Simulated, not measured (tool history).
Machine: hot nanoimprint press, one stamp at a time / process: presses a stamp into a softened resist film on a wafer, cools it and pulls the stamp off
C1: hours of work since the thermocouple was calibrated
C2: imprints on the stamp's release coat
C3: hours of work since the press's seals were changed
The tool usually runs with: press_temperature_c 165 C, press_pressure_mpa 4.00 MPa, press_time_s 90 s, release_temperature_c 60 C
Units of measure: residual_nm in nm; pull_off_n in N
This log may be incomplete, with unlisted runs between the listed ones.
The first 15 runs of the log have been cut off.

run 16 hour=118.3 | press_temperature_c=165 press_pressure_mpa=4.00 press_time_s=90 release_temperature_c=60 | C1=38 C2=545 C3=344 | residual_nm=115.8 pull_off_n=260
-- hour=129.8 plate thermocouple calibrated, once more
run 17 hour=129.8 | press_temperature_c=165 press_pressure_mpa=4.00 press_time_s=90 release_temperature_c=60 | C1=0 C2=573 C3=350 | residual_nm=105.7 pull_off_n=251
run 18 hour=140.7 | press_temperature_c=158 press_pressure_mpa=2.55 press_time_s=149 release_temperature_c=65 | C1=8 C2=609 C3=359 | residual_nm=133.6 pull_off_n=223
run 19 hour=151.8 | press_temperature_c=158 press_pressure_mpa=4.19 press_time_s=149 release_temperature_c=50 | C1=16 C2=645 C3=367 | residual_nm=110.9 pull_off_n=306
run 20 hour=160.8 | press_temperature_c=158 press_pressure_mpa=4.19 press_time_s=149 release_temperature_c=50 | C1=23 C2=674 C3=373 | residual_nm=110.6 pull_off_n=311
run 21 hour=170.5 | press_temperature_c=171 press_pressure_mpa=3.62 press_time_s=127 release_temperature_c=63 | C1=30 C2=706 C3=380 | residual_nm=79.7 pull_off_n=246
run 22 hour=180.5 | press_temperature_c=171 press_pressure_mpa=3.62 press_time_s=66 release_temperature_c=45 | C1=37 C2=739 C3=388 | residual_nm=101.7 pull_off_n=348
run 23 hour=189.4 | press_temperature_c=165 press_pressure_mpa=4.24 press_time_s=90 release_temperature_c=61 | C1=44 C2=768 C3=394 | residual_nm=103.4 pull_off_n=254
run 24 hour=195.5 | press_temperature_c=165 press_pressure_mpa=4.24 press_time_s=90 release_temperature_c=61 | C1=48 C2=788 C3=399 | residual_nm=103.4 pull_off_n=249
run 25 hour=200.0 | press_temperature_c=177 press_pressure_mpa=3.76 press_time_s=62 release_temperature_c=60 | C1=52 C2=803 C3=402 | residual_nm=85.3 pull_off_n=254
run 26 hour=204.9 | press_temperature_c=177 press_pressure_mpa=3.76 press_time_s=62 release_temperature_c=60 | C1=55 C2=819 C3=406 | residual_nm=84.9 pull_off_n=260
run 27 hour=213.8 | press_temperature_c=177 press_pressure_mpa=3.76 press_time_s=48 release_temperature_c=63 | C1=62 C2=849 C3=412 | residual_nm=92.9 pull_off_n=241
run 28 hour=220.1 | press_temperature_c=160 press_pressure_mpa=3.37 press_time_s=107 release_temperature_c=53 | C1=66 C2=869 C3=417 | residual_nm=125.0 pull_off_n=309
run 29 hour=226.3 | press_temperature_c=160 press_pressure_mpa=3.37 press_time_s=107 release_temperature_c=53 | C1=71 C2=889 C3=421 | residual_nm=125.5 pull_off_n=299
run 30 hour=234.6 | press_temperature_c=160 press_pressure_mpa=3.29 press_time_s=107 release_temperature_c=53 | C1=77 C2=917 C3=428 | residual_nm=125.1 pull_off_n=307

Predict each of these 3 candidate next runs independently; none follows another, all start after run 30:
run A hour=244.3 | press_temperature_c=158 press_pressure_mpa=3.29 press_time_s=107 release_temperature_c=53 | C1=84 C2=949 C3=435 | residual_nm=? pull_off_n=?
run B hour=244.3 | press_temperature_c=168 press_pressure_mpa=4.00 press_time_s=90 release_temperature_c=60 | C1=84 C2=949 C3=435 | residual_nm=? pull_off_n=?
run C hour=244.3 | press_temperature_c=160 press_pressure_mpa=3.29 press_time_s=92 release_temperature_c=53 | C1=84 C2=949 C3=435 | residual_nm=? pull_off_n=?

run=A residual_nm=135.7 pull_off_n=311
run=B residual_nm=96.5 pull_off_n=265
run=C residual_nm=132.7 pull_off_n=299
The same runs, with their run-to-run variation unchanged, on a tool lacking any hidden condition would have given:
run=A residual_nm=133.0 pull_off_n=267
run=B residual_nm=94.1 pull_off_n=228
run=C residual_nm=130.1 pull_off_n=257
